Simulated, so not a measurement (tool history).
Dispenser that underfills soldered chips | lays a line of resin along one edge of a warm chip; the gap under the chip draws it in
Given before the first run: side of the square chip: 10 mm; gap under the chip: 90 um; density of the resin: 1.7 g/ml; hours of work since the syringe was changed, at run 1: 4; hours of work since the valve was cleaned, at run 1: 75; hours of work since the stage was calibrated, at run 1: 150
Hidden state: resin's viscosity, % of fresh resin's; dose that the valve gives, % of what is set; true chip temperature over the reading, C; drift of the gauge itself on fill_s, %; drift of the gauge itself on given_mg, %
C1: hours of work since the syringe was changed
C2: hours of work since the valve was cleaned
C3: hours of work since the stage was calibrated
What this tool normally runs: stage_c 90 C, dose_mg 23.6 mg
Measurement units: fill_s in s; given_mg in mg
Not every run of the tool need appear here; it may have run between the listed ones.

{"run": 1, "hour": 0.0, "stage_c": 90, "dose_mg": 23.6, "C1": 4, "C2": 75, "C3": 150, "fill_s": 52, "given_mg": 22.06}
{"hour": 1.7, "done": "new syringe of resin"}
{"run": 2, "hour": 7.1, "stage_c": 90, "dose_mg": 23.6, "C1": 4, "C2": 80, "C3": 155, "fill_s": 50.8, "given_mg": 21.93}
{"hour": 9.3, "done": "new syringe of resin"}
{"hour": 12.8, "done": "dispensing valve cleaned and set on the balance"}
{"run": 3, "hour": 12.8, "stage_c": 90, "dose_mg": 23.6, "C1": 2, "C2": 0, "C3": 158, "fill_s": 42.7, "given_mg": 23.71}
{"hour": 17.8, "done": "new syringe of resin"}
{"run": 4, "hour": 19.1, "stage_c": 90, "dose_mg": 23.6, "C1": 1, "C2": 4, "C3": 162, "fill_s": 41.4, "given_mg": 23.46}
{"hour": 25.3, "done": "new syringe of resin"}
{"run": 5, "hour": 27.4, "stage_c": 90, "dose_mg": 23.6, "C1": 2, "C2": 10, "C3": 168, "fill_s": 43.8, "given_mg": 23.42}
{"hour": 32.6, "done": "new syringe of resin"}
{"run": 6, "hour": 32.7, "stage_c": 90, "dose_mg": 23.6, "C1": 0, "C2": 14, "C3": 172, "fill_s": 39.3, "given_mg": 23.21}
{"run": 7, "hour": 39.0, "stage_c": 90, "dose_mg": 23.6, "C1": 5, "C2": 19, "C3": 176, "fill_s": 53.8, "given_mg": 23.25}
{"hour": 39.9, "done": "new syringe of resin"}
{"hour": 47.1, "done": "new syringe of resin"}
{"run": 8, "hour": 47.2, "stage_c": 92, "dose_mg": 23.6, "C1": 0, "C2": 24, "C3": 182, "fill_s": 35.5, "given_mg": 23.03}
{"run": 9, "hour": 51.4, "stage_c": 90, "dose_mg": 23.6, "C1": 3, "C2": 27, "C3": 185, "fill_s": 47.7, "given_mg": 22.83}
{"hour": 54.5, "done": "new syringe of resin"}
{"run": 10, "hour": 59.4, "stage_c": 90, "dose_mg": 23.6, "C1": 4, "C2": 33, "C3": 191, "fill_s": 50.2, "given_mg": 22.81}
{"hour": 62.1, "done": "new syringe of resin"}
{"run": 11, "hour": 66.2, "stage_c": 90, "dose_mg": 23.6, "C1": 3, "C2": 38, "C3": 196, "fill_s": 46.7, "given_mg": 22.74}
{"hour": 69.8, "done": "new syringe of resin"}
{"run": 12, "hour": 70.8, "stage_c": 90, "dose_mg": 23.6, "C1": 1, "C2": 41, "C3": 199, "fill_s": 40.4, "given_mg": 22.76}
{"hour": 77.3, "done": "new syringe of resin"}
{"run": 13, "hour": 77.3, "stage_c": 90, "dose_mg": 23.6, "C1": 0, "C2": 46, "C3": 203, "fill_s": 39.1, "given_mg": 22.6}
{"run": 14, "hour": 81.7, "stage_c": 90, "dose_mg": 28.2, "C1": 3, "C2": 49, "C3": 207, "fill_s": 47.5, "given_mg": 26.89}
{"hour": 85.0, "done": "new syringe of resin"}
{"run": 15, "hour": 87.8, "stage_c": 90, "dose_mg": 28.2, "C1": 2, "C2": 53, "C3": 211, "fill_s": 43.5, "given_mg": 26.89}
{"hour": 92.6, "done": "new syringe of resin"}
{"run": 16, "hour": 94.7, "stage_c": 90, "dose_mg": 25.6, "C1": 2, "C2": 58, "C3": 216, "fill_s": 44, "given_mg": 24.36}
{"run": 17, "hour": 98.3, "stage_c": 90, "dose_mg": 22.9, "C1": 4, "C2": 61, "C3": 218, "fill_s": 53.3, "given_mg": 21.63}
{"hour": 100.1, "done": "new syringe of resin"}
{"run": 18, "hour": 103.6, "stage_c": 90, "dose_mg": 22.9, "C1": 3, "C2": 64, "C3": 222, "fill_s": 46, "given_mg": 21.77}
{"hour": 107.5, "done": "new syringe of resin"}
{"run": 19, "hour": 108.1, "stage_c": 90, "dose_mg": 22.9, "C1": 0, "C2": 67, "C3": 225, "fill_s": 40.1, "given_mg": 21.41}
{"hour": 114.8, "done": "new syringe of resin"}
{"run": 20, "hour": 115.1, "stage_c": 90, "dose_mg": 20.1, "C1": 0, "C2": 72, "C3": 230, "fill_s": 39.7, "given_mg": 18.97}
{"run": 21, "hour": 120.7, "stage_c": 90, "dose_mg": 20.1, "C1": 4, "C2": 76, "C3": 234, "fill_s": 53.6, "given_mg": 18.57}
{"hour": 122.1, "done": "new syringe of resin"}
{"run": 22, "hour": 126.1, "stage_c": 103, "dose_mg": 20.1, "C1": 3, "C2": 80, "C3": 238, "fill_s": 26, "given_mg": 18.66}
{"hour": 129.4, "done": "new syringe of resin"}
{"hour": 132.2, "done": "dispensing valve cleaned and set on the balance"}
{"run": 23, "hour": 134.2, "stage_c": 92, "dose_mg": 28.8, "C1": 3, "C2": 1, "C3": 243, "fill_s": 41.3, "given_mg": 28.75}
{"hour": 138.2, "done": "new syringe of resin"}
{"run": 24, "hour": 140.6, "stage_c": 99, "dose_mg": 25.7, "C1": 2, "C2": 6, "C3": 247, "fill_s": 27.5, "given_mg": 25.66}
{"hour": 146.1, "done": "new syringe of resin"}
{"run": 25, "hour": 147.4, "stage_c": 104, "dose_mg": 24, "C1": 1, "C2": 11, "C3": 252, "fill_s": 20.8, "given_mg": 23.74}
{"run": 26, "hour": 151.1, "stage_c": 86, "dose_mg": 24.2, "C1": 4, "C2": 14, "C3": 255, "fill_s": 59.5, "given_mg": 23.88}
{"hour": 153.3, "done": "new syringe of resin"}
{"run": 27, "hour": 157.5, "stage_c": 79, "dose_mg": 24.8, "C1": 3, "C2": 18, "C3": 259, "fill_s": 80.7, "given_mg": 24.54}
{"hour": 160.9, "done": "new syringe of resin"}
{"run": 28, "hour": 165.2, "stage_c": 85, "dose_mg": 20.8, "C1": 3, "C2": 23, "C3": 265, "fill_s": 61.3, "given_mg": 20.38}
{"hour": 168.4, "done": "new syringe of resin"}
{"run": 29, "hour": 171.3, "stage_c": 85, "dose_mg": 24.4, "C1": 2, "C2": 28, "C3": 269, "fill_s": 56.6, "given_mg": 23.74}
{"hour": 175.8, "done": "new syringe of resin"}
{"run": 30, "hour": 179.4, "stage_c": 85, "dose_mg": 24.4, "C1": 3, "C2": 33, "C3": 275, "fill_s": 57.3, "given_mg": 23.5}
{"hour": 183.2, "done": "new syringe of resin"}
{"run": 31, "hour": 184.9, "stage_c": 85, "dose_mg": 27.8, "C1": 1, "C2": 37, "C3": 279, "fill_s": 51.8, "given_mg": 26.88}
{"hour": 190.6, "done": "new syringe of resin"}
{"run": 32, "hour": 190.6, "stage_c": 87, "dose_mg": 28.3, "C1": 0, "C2": 41, "C3": 283, "fill_s": 42.7, "given_mg": 27.3}
{"run": 33, "hour": 195.9, "stage_c": 90, "dose_mg": 24.2, "C1": 4, "C2": 45, "C3": 287, "fill_s": 48.9, "given_mg": 23.28}
{"hour": 198.3, "done": "new syringe of resin"}
{"run": 34, "hour": 199.9, "stage_c": 87, "dose_mg": 21.7, "C1": 1, "C2": 48, "C3": 289, "fill_s": 48.9, "given_mg": 20.62}
{"hour": 205.7, "done": "new syringe of resin"}
{"run": 35, "hour": 207.2, "stage_c": 77, "dose_mg": 21.7, "C1": 1, "C2": 53, "C3": 294, "fill_s": 80.1, "given_mg": 20.63}
{"hour": 213.1, "done": "new syringe of resin"}
{"run": 36, "hour": 215.4, "stage_c": 92, "dose_mg": 21.3, "C1": 2, "C2": 59, "C3": 300, "fill_s": 39.6, "given_mg": 19.95}

How the hidden state differs across the entries between the runs, from the last listed run before each to the first after it:
Runs 1 to 2: new syringe of resin (hour 1.7)
  resin's viscosity, % of fresh resin's: 131.4 -> 131.5; dose that the valve gives, % of what is set: 92.91 -> 92.43; true chip temperature over the reading, C: 0.53 -> 0.55
  difference, measured minus the result without the unlogged condition, fill_s: +11.9 -> +11.8 s; given_mg: -1.67 -> -1.79 mg
Runs 2 to 3: new syringe of resin (hour 9.3); dispensing valve cleaned and set on the balance (hour 12.8)
  resin's viscosity, % of fresh resin's: 131.5 -> 110.9; dose that the valve gives, % of what is set: 92.43 -> 99.98; true chip temperature over the reading, C: 0.55 -> 0.56
  difference, measured minus the result without the unlogged condition, fill_s: +11.8 -> +3.2 s; given_mg: -1.79 -> +0 mg
Runs 3 to 4: new syringe of resin (hour 17.8)
  resin's viscosity, % of fresh resin's: 110.9 -> 107.5; dose that the valve gives, % of what is set: 99.98 -> 99.54; true chip temperature over the reading, C: 0.56 -> 0.58
  difference, measured minus the result without the unlogged condition, fill_s: +3.2 -> +1.8 s; given_mg: +0 -> -0.11 mg
Runs 4 to 5: new syringe of resin (hour 25.3)
  resin's viscosity, % of fresh resin's: 107.5 -> 112.6; dose that the valve gives, % of what is set: 99.54 -> 99.01; true chip temperature over the reading, C: 0.58 -> 0.6
  difference, measured minus the result without the unlogged condition, fill_s: +1.8 -> +3.8 s; given_mg: -0.11 -> -0.24 mg
Runs 5 to 6: new syringe of resin (hour 32.6)
  resin's viscosity, % of fresh resin's: 112.6 -> 99.7; dose that the valve gives, % of what is set: 99.01 -> 98.64; true chip temperature over the reading, C: 0.6 -> 0.62
  difference, measured minus the result without the unlogged condition, fill_s: +3.8 -> -1.2 s; given_mg: -0.24 -> -0.32 mg
Runs 7 to 8: new syringe of resin (hour 39.9); new syringe of resin (hour 47.1)
  resin's viscosity, % of fresh resin's: 136.1 -> 101; dose that the valve gives, % of what is set: 98.21 -> 97.7; true chip temperature over the reading, C: 0.63 -> 0.65
  difference, measured minus the result without the unlogged condition, fill_s: +13.1 -> -0.7 s; given_mg: -0.42 -> -0.54 mg
Runs 9 to 10: new syringe of resin (hour 54.5)
  resin's viscosity, % of fresh resin's: 124.5 -> 129.4; dose that the valve gives, % of what is set: 97.4 -> 96.85; true chip temperature over the reading, C: 0.67 -> 0.69
  difference, measured minus the result without the unlogged condition, fill_s: +8.3 -> +10.2 s; given_mg: -0.61 -> -0.74 mg
Runs 10 to 11: new syringe of resin (hour 62.1)
  resin's viscosity, % of fresh resin's: 129.4 -> 123.4; dose that the valve gives, % of what is set: 96.85 -> 96.36; true chip temperature over the reading, C: 0.69 -> 0.7
  difference, measured minus the result without the unlogged condition, fill_s: +10.2 -> +7.8 s; given_mg: -0.74 -> -0.86 mg
Runs 11 to 12: new syringe of resin (hour 69.8)
  resin's viscosity, % of fresh resin's: 123.4 -> 103.6; dose that the valve gives, % of what is set: 96.36 -> 96.08; true chip temperature over the reading, C: 0.7 -> 0.72
  difference, measured minus the result without the unlogged condition, fill_s: +7.8 -> +0.3 s; given_mg: -0.86 -> -0.92 mg
Runs 12 to 13: new syringe of resin (hour 77.3)
  resin's viscosity, % of fresh resin's: 103.6 -> 101.5; dose that the valve gives, % of what is set: 96.08 -> 95.67; true chip temperature over the reading, C: 0.72 -> 0.74
  difference, measured minus the result without the unlogged condition, fill_s: +0.3 -> -0.6 s; given_mg: -0.92 -> -1.02 mg
Runs 14 to 15: new syringe of resin (hour 85)
  resin's viscosity, % of fresh resin's: 126.2 -> 114.4; dose that the valve gives, % of what is set: 95.36 -> 94.92; true chip temperature over the reading, C: 0.75 -> 0.76
  difference, measured minus the result without the unlogged condition, fill_s: +8.6 -> +4.3 s; given_mg: -1.31 -> -1.45 mg
Runs 15 to 16: new syringe of resin (hour 92.6)
  resin's viscosity, % of fresh resin's: 114.4 -> 113.7; dose that the valve gives, % of what is set: 94.92 -> 94.44; true chip temperature over the reading, C: 0.76 -> 0.78
  difference, measured minus the result without the unlogged condition, fill_s: +4.3 -> +4 s; given_mg: -1.45 -> -1.44 mg
Runs 17 to 18: new syringe of resin (hour 100.1)
  resin's viscosity, % of fresh resin's: 136.1 -> 120.4; dose that the valve gives, % of what is set: 94.2 -> 93.85; true chip temperature over the reading, C: 0.8 -> 0.81
  difference, measured minus the result without the unlogged condition, fill_s: +13 -> +6.8 s; given_mg: -1.34 -> -1.42 mg
Runs 18 to 19: new syringe of resin (hour 107.5)
  resin's viscosity, % of fresh resin's: 120.4 -> 103.2; dose that the valve gives, % of what is set: 93.85 -> 93.6; true chip temperature over the reading, C: 0.81 -> 0.82
  difference, measured minus the result without the unlogged condition, fill_s: +6.8 -> +0.2 s; given_mg: -1.42 -> -1.47 mg
Runs 19 to 20: new syringe of resin (hour 114.8)
  resin's viscosity, % of fresh resin's: 103.2 -> 100.3; dose that the valve gives, % of what is set: 93.6 -> 93.12; true chip temperature over the reading, C: 0.82 -> 0.84
  difference, measured minus the result without the unlogged condition, fill_s: +0.2 -> -0.6 s; given_mg: -1.47 -> -1.39 mg
Runs 21 to 22: new syringe of resin (hour 122.1)
  resin's viscosity, % of fresh resin's: 132 -> 120.5; dose that the valve gives, % of what is set: 92.75 -> 92.41; true chip temperature over the reading, C: 0.86 -> 0.87
  difference, measured minus the result without the unlogged condition, fill_s: +12.3 -> +4.1 s; given_mg: -1.45 -> -1.53 mg
Runs 22 to 23: new syringe of resin (hour 129.4); dispensing valve cleaned and set on the balance (hour 132.2)
  resin's viscosity, % of fresh resin's: 120.5 -> 120.1; dose that the valve gives, % of what is set: 92.41 -> 99.92; true chip temperature over the reading, C: 0.87 -> 0.89
  difference, measured minus the result without the unlogged condition, fill_s: +4.1 -> +5.4 s; given_mg: -1.53 -> -0.03 mg
Runs 23 to 24: new syringe of resin (hour 138.2)
  resin's viscosity, % of fresh resin's: 120.1 -> 112.7; dose that the valve gives, % of what is set: 99.92 -> 99.49; true chip temperature over the reading, C: 0.89 -> 0.91
  difference, measured minus the result without the unlogged condition, fill_s: +5.4 -> +2.1 s; given_mg: -0.03 -> -0.13 mg
Runs 24 to 25: new syringe of resin (hour 146.1)
  resin's viscosity, % of fresh resin's: 112.7 -> 106.3; dose that the valve gives, % of what is set: 99.49 -> 99; true chip temperature over the reading, C: 0.91 -> 0.93
  difference, measured minus the result without the unlogged condition, fill_s: +2.1 -> +0.4 s; given_mg: -0.13 -> -0.24 mg
Runs 26 to 27: new syringe of resin (hour 153.3)
  resin's viscosity, % of fresh resin's: 127.4 -> 123.4; dose that the valve gives, % of what is set: 98.75 -> 98.32; true chip temperature over the reading, C: 0.94 -> 0.96
  difference, measured minus the result without the unlogged condition, fill_s: +10.6 -> +12.3 s; given_mg: -0.3 -> -0.41 mg
Runs 27 to 28: new syringe of resin (hour 160.9)
  resin's viscosity, % of fresh resin's: 123.4 -> 122.2; dose that the valve gives, % of what is set: 98.32 -> 97.78; true chip temperature over the reading, C: 0.96 -> 0.98
  difference, measured minus the result without the unlogged condition, fill_s: +12.3 -> +8.9 s; given_mg: -0.41 -> -0.46 mg
Runs 28 to 29: new syringe of resin (hour 168.4)
  resin's viscosity, % of fresh resin's: 122.2 -> 116.8; dose that the valve gives, % of what is set: 97.78 -> 97.39; true chip temperature over the reading, C: 0.98 -> 0.99
  difference, measured minus the result without the unlogged condition, fill_s: +8.9 -> +5.9 s; given_mg: -0.46 -> -0.64 mg
Runs 29 to 30: new syringe of resin (hour 175.8)
  resin's viscosity, % of fresh resin's: 116.8 -> 118.3; dose that the valve gives, % of what is set: 97.39 -> 96.89; true chip temperature over the reading, C: 0.99 -> 1.01
  difference, measured minus the result without the unlogged condition, fill_s: +5.9 -> +6.5 s; given_mg: -0.64 -> -0.76 mg
Runs 30 to 31: new syringe of resin (hour 183.2)
  resin's viscosity, % of fresh resin's: 118.3 -> 109.2; dose that the valve gives, % of what is set: 96.89 -> 96.55; true chip temperature over the reading, C: 1.01 -> 1.03
  difference, measured minus the result without the unlogged condition, fill_s: +6.5 -> +2 s; given_mg: -0.76 -> -0.96 mg
Runs 31 to 32: new syringe of resin (hour 190.6)
  resin's viscosity, % of fresh resin's: 109.2 -> 98.6; dose that the valve gives, % of what is set: 96.55 -> 96.17; true chip temperature over the reading, C: 1.03 -> 1.04
  difference, measured minus the result without the unlogged condition, fill_s: +2 -> -2.8 s; given_mg: -0.96 -> -1.09 mg
Runs 33 to 34: new syringe of resin (hour 198.3)
  resin's viscosity, % of fresh resin's: 127.9 -> 107.7; dose that the valve gives, % of what is set: 95.79 -> 95.53; true chip temperature over the reading, C: 1.06 -> 1.07
  difference, measured minus the result without the unlogged condition, fill_s: +8.8 -> +1.5 s; given_mg: -1.02 -> -0.97 mg
Runs 34 to 35: new syringe of resin (hour 205.7)
  resin's viscosity, % of fresh resin's: 107.7 -> 108.6; dose that the valve gives, % of what is set: 95.53 -> 95.05; true chip temperature over the reading, C: 1.07 -> 1.09
  difference, measured minus the result without the unlogged condition, fill_s: +1.5 -> +3 s; given_mg: -0.97 -> -1.07 mg
Runs 35 to 36: new syringe of resin (hour 213.1)
  resin's viscosity, % of fresh resin's: 108.6 -> 111.7; dose that the valve gives, % of what is set: 95.05 -> 94.45; true chip temperature over the reading, C: 1.09 -> 1.11
  difference, measured minus the result without the unlogged condition, fill_s: +3 -> +2.8 s; given_mg: -1.07 -> -1.18 mg
